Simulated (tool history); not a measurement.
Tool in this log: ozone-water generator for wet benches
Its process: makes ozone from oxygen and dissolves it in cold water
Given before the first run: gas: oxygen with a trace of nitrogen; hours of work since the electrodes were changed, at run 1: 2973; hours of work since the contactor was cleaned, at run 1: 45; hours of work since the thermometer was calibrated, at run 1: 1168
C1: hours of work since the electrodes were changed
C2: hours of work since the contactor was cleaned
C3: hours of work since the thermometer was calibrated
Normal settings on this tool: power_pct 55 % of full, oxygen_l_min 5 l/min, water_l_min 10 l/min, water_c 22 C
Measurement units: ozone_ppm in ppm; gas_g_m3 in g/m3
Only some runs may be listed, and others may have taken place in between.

Run 1, hour 0: usual settings; C1 2973; C2 45; C3 1168. Result: ozone_ppm 20.5 ppm, gas_g_m3 171.2 g/m3.
Run 2, hour 146.6: usual settings; C1 3067; C2 139; C3 1262. Result: ozone_ppm 20.5 ppm, gas_g_m3 168.8 g/m3.
Run 3, hour 236.4: usual settings; C1 3125; C2 196; C3 1320. Result: ozone_ppm 20.6 ppm, gas_g_m3 170.9 g/m3.
Run 4, hour 353: usual settings but water_c 18 C; C1 3200; C2 271; C3 1394. Result: ozone_ppm 22.2 ppm, gas_g_m3 170.3 g/m3.
Run 5, hour 459.7: usual settings but water_c 18 C; C1 3268; C2 340; C3 1463. Result: ozone_ppm 22.3 ppm, gas_g_m3 169.4 g/m3.
Run 6, hour 551.9: usual settings but water_c 18 C; C1 3327; C2 399; C3 1522. Result: ozone_ppm 22.1 ppm, gas_g_m3 170.9 g/m3.
Run 7, hour 615.2: usual settings; C1 3368; C2 439; C3 1563. Result: ozone_ppm 20.6 ppm, gas_g_m3 170.6 g/m3.
Run 8, hour 737.2: usual settings but water_l_min 8 l/min; C1 3446; C2 518; C3 1641. Result: ozone_ppm 23.8 ppm, gas_g_m3 169.1 g/m3.
Run 9, hour 814.7: usual settings but water_l_min 8 l/min; C1 3496; C2 567; C3 1691. Result: ozone_ppm 24.1 ppm, gas_g_m3 169.3 g/m3.
Run 10, hour 901.7: usual settings but water_l_min 8 l/min; C1 3552; C2 623; C3 1746. Result: ozone_ppm 24.1 ppm, gas_g_m3 170.3 g/m3.
Run 11, hour 975.5: usual settings but water_l_min 6 l/min; C1 3599; C2 670; C3 1794. Result: ozone_ppm 28.1 ppm, gas_g_m3 168 g/m3.
Run 12, hour 1077.4: usual settings; C1 3664; C2 736; C3 1859. Result: ozone_ppm 20.4 ppm, gas_g_m3 169.3 g/m3.
Run 13, hour 1183.1: usual settings; C1 3732; C2 804; C3 1927. Result: ozone_ppm 20.5 ppm, gas_g_m3 171.3 g/m3.
Run 14, hour 1318.2: usual settings; C1 3819; C2 890; C3 2014. Result: ozone_ppm 20.6 ppm, gas_g_m3 169.3 g/m3.
Run 15, hour 1460.1: usual settings but water_c 16 C; C1 3910; C2 981; C3 2105. Result: ozone_ppm 23 ppm, gas_g_m3 169.8 g/m3.
Run 16, hour 1594.1: usual settings; C1 3996; C2 1067; C3 2191. Result: ozone_ppm 20.3 ppm, gas_g_m3 167 g/m3.
Run 17, hour 1691.1: usual settings; C1 4058; C2 1129; C3 2253. Result: ozone_ppm 20.1 ppm, gas_g_m3 169.9 g/m3.
Run 18, hour 1775: usual settings; C1 4112; C2 1183; C3 2307. Result: ozone_ppm 20.3 ppm, gas_g_m3 167.5 g/m3.
Run 19, hour 1915.7: usual settings; C1 4202; C2 1273; C3 2397. Result: ozone_ppm 20.2 ppm, gas_g_m3 168.2 g/m3.
Run 20, hour 2047.4: usual settings; C1 4287; C2 1358; C3 2481. Result: ozone_ppm 20.3 ppm, gas_g_m3 165.4 g/m3.
Run 21, hour 2110.3: usual settings; C1 4327; C2 1398; C3 2522. Result: ozone_ppm 20.3 ppm, gas_g_m3 166 g/m3.
At hour 2127: contactor cleaned.
Run 22, hour 2236.6: usual settings but oxygen_l_min 2.73 l/min, water_l_min 9 l/min, water_c 29 C; C1 4405; C2 70; C3 2600. Result: ozone_ppm 21.3 ppm, gas_g_m3 236.3 g/m3.
Run 23, hour 2319.8: usual settings but oxygen_l_min 8.59 l/min, water_l_min 6 l/min, water_c 19 C; C1 4459; C2 124; C3 2653. Result: ozone_ppm 25 ppm, gas_g_m3 124.3 g/m3.
Run 24, hour 2439.6: usual settings but power_pct 40 % of full, water_l_min 9 l/min; C1 4536; C2 200; C3 2730. Result: ozone_ppm 16.7 ppm, gas_g_m3 128.8 g/m3.
Run 25, hour 2579.5: usual settings but power_pct 40 % of full, oxygen_l_min 2.55 l/min, water_l_min 9 l/min, water_c 21 C; C1 4625; C2 290; C3 2820. Result: ozone_ppm 18.7 ppm, gas_g_m3 188 g/m3.
Run 26, hour 2681.3: usual settings but oxygen_l_min 4.4 l/min, water_c 16 C; C1 4691; C2 356; C3 2885. Result: ozone_ppm 23.3 ppm, gas_g_m3 180.7 g/m3.
Run 27, hour 2789.1: usual settings but oxygen_l_min 4.4 l/min, water_c 16 C; C1 4760; C2 425; C3 2954. Result: ozone_ppm 23 ppm, gas_g_m3 181.7 g/m3.
At hour 2817.8: contactor cleaned, once more.
Run 28, hour 2870.3: usual settings but oxygen_l_min 3.51 l/min, water_l_min 7 l/min, water_c 16 C; C1 4809; C2 34; C3 3004. Result: ozone_ppm 31.4 ppm, gas_g_m3 204.1 g/m3.
Run 29, hour 2985.9: usual settings but power_pct 78 % of full, oxygen_l_min 2.65 l/min, water_c 14 C; C1 4884; C2 108; C3 3078. Result: ozone_ppm 33.1 ppm, gas_g_m3 319.2 g/m3.
Run 30, hour 3054: usual settings but power_pct 64 % of full, oxygen_l_min 2.65 l/min, water_c 23 C; C1 4927; C2 152; C3 3122. Result: ozone_ppm 24.3 ppm, gas_g_m3 271.8 g/m3.
Run 31, hour 3167.4: usual settings but oxygen_l_min 6.93 l/min, water_l_min 7 l/min; C1 5000; C2 224; C3 3195. Result: ozone_ppm 23.2 ppm, gas_g_m3 140.1 g/m3.
Run 32, hour 3307.7: usual settings but oxygen_l_min 6.93 l/min, water_l_min 7 l/min; C1 5090; C2 314; C3 3285. Result: ozone_ppm 23.1 ppm, gas_g_m3 138.5 g/m3.

What if the next run were any one of these 4? Each begins from the tool's condition after run 32:
Run A, hour 3415.2: usual settings but power_pct 42 % of full, water_l_min 16 l/min, water_c 24 C; C1 5159; C2 383; C3 3353. Result: ozone_ppm ?, gas_g_m3 ?.
Run B, hour 3415.2: usual settings but power_pct 49 % of full, water_l_min 12 l/min; C1 5159; C2 383; C3 3353. Result: ozone_ppm ?, gas_g_m3 ?.
Run C, hour 3415.2: usual settings but power_pct 64 % of full, oxygen_l_min 8.3 l/min, water_c 20 C; C1 5159; C2 383; C3 3353. Result: ozone_ppm ?, gas_g_m3 ?.
Run D, hour 3415.2: usual settings but power_pct 45 % of full, oxygen_l_min 8.94 l/min; C1 5159; C2 383; C3 3353. Result: ozone_ppm ?, gas_g_m3 ?.

run  ozone_ppm  gas_g_m3
  A       10.5     134.6
  B       16.2     152.7
  C       21.1     142.2
  D       14.6     102.5
What these runs would have given with no unlogged condition in the tool:
run  ozone_ppm  gas_g_m3
  A       10.9     137.8
  B       16.8     157.2
  C       22.1     147.8
  D       15.1     105.2

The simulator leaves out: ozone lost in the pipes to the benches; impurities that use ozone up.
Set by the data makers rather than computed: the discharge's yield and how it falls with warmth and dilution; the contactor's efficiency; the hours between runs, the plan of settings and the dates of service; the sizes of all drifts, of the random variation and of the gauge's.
